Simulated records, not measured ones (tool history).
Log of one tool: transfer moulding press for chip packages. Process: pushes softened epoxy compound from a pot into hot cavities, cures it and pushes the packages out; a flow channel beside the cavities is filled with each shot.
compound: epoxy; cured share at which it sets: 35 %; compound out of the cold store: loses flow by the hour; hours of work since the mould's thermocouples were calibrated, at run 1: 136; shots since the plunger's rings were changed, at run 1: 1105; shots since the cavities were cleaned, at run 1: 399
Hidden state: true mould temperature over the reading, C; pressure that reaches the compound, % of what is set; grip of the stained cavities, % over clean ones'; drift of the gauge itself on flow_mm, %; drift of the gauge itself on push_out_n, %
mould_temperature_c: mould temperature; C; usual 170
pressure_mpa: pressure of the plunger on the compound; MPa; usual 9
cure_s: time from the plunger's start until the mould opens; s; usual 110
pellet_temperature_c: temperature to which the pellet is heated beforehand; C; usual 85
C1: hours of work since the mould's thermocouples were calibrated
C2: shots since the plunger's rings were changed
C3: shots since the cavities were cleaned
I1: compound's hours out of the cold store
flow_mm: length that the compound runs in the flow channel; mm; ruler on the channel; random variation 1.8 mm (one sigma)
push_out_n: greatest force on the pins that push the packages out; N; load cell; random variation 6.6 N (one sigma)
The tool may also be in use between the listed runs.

Run 1, day 0: usual settings; C1 136; C2 1105; C3 399; I1 34.6. Result: flow_mm 564 mm, push_out_n 264 N.
Run 2, day 0.883: usual settings but pressure_mpa 10.95 MPa; C1 148; C2 1300; C3 594; I1 25.8. Result: flow_mm 639 mm, push_out_n 268 N.
At day 1.483: cavities cleaned with cleaning compound and waxed.
Run 3, day 1.692: usual settings but pressure_mpa 10.95 MPa; C1 157; C2 1466; C3 46; I1 21.9. Result: flow_mm 645 mm, push_out_n 267 N.
Run 4, day 2.55: usual settings but pressure_mpa 10.95 MPa; C1 168; C2 1656; C3 236; I1 23.4. Result: flow_mm 646 mm, push_out_n 273 N.
Run 5, day 3.483: usual settings but pressure_mpa 10.95 MPa; C1 181; C2 1863; C3 443; I1 32.1. Result: flow_mm 625 mm, push_out_n 262 N.
Run 6, day 3.904: usual settings but pressure_mpa 10.95 MPa; C1 186; C2 1955; C3 535; I1 10.4. Result: flow_mm 672 mm, push_out_n 268 N.
Run 7, day 4.654: usual settings but pressure_mpa 10.95 MPa; C1 196; C2 2121; C3 701; I1 33. Result: flow_mm 623 mm, push_out_n 270 N.
At day 4.762: cavities cleaned with cleaning compound and waxed.
Run 8, day 5.654: usual settings but pressure_mpa 10.95 MPa; C1 208; C2 2328; C3 197; I1 20.8. Result: flow_mm 651 mm, push_out_n 273 N.
Run 9, day 6.517: usual settings but pressure_mpa 10.95 MPa, pellet_temperature_c 80 C; C1 219; C2 2519; C3 388; I1 34.1. Result: flow_mm 623 mm, push_out_n 280 N.
Run 10, day 7.329: usual settings but pressure_mpa 8.48 MPa, pellet_temperature_c 80 C; C1 229; C2 2699; C3 568; I1 41.2. Result: flow_mm 532 mm, push_out_n 268 N.
At day 8.046: cavities cleaned with cleaning compound and waxed.
Run 11, day 8.308: usual settings; C1 241; C2 2903; C3 59; I1 45.1. Result: flow_mm 549 mm, push_out_n 250 N.
Run 12, day 8.912: usual settings; C1 249; C2 3036; C3 192; I1 41.4. Result: flow_mm 552 mm, push_out_n 256 N.
Run 13, day 9.733: usual settings; C1 259; C2 3217; C3 373; I1 42.4. Result: flow_mm 548 mm, push_out_n 269 N.
Run 14, day 10.292: usual settings but mould_temperature_c 163 C; C1 267; C2 3341; C3 497; I1 37. Result: flow_mm 572 mm, push_out_n 409 N.
Run 15, day 11.125: usual settings but pressure_mpa 8.25 MPa, pellet_temperature_c 84 C; C1 277; C2 3526; C3 682; I1 24.9. Result: flow_mm 559 mm, push_out_n 273 N.

Forecast run 16:
At day 11.338: cavities cleaned with cleaning compound and waxed.
Run 16, day 11.783: usual settings but mould_temperature_c 162 C, pressure_mpa 8.25 MPa, cure_s 100 s, pellet_temperature_c 78 C; C1 285; C2 3657; C3 98; I1 21.8. Result: flow_mm ?, push_out_n ?.

flow_mm: 579 mm
push_out_n: 581 N
Without the tool's hidden state the same run would have given flow_mm 579 mm, push_out_n 580 N.
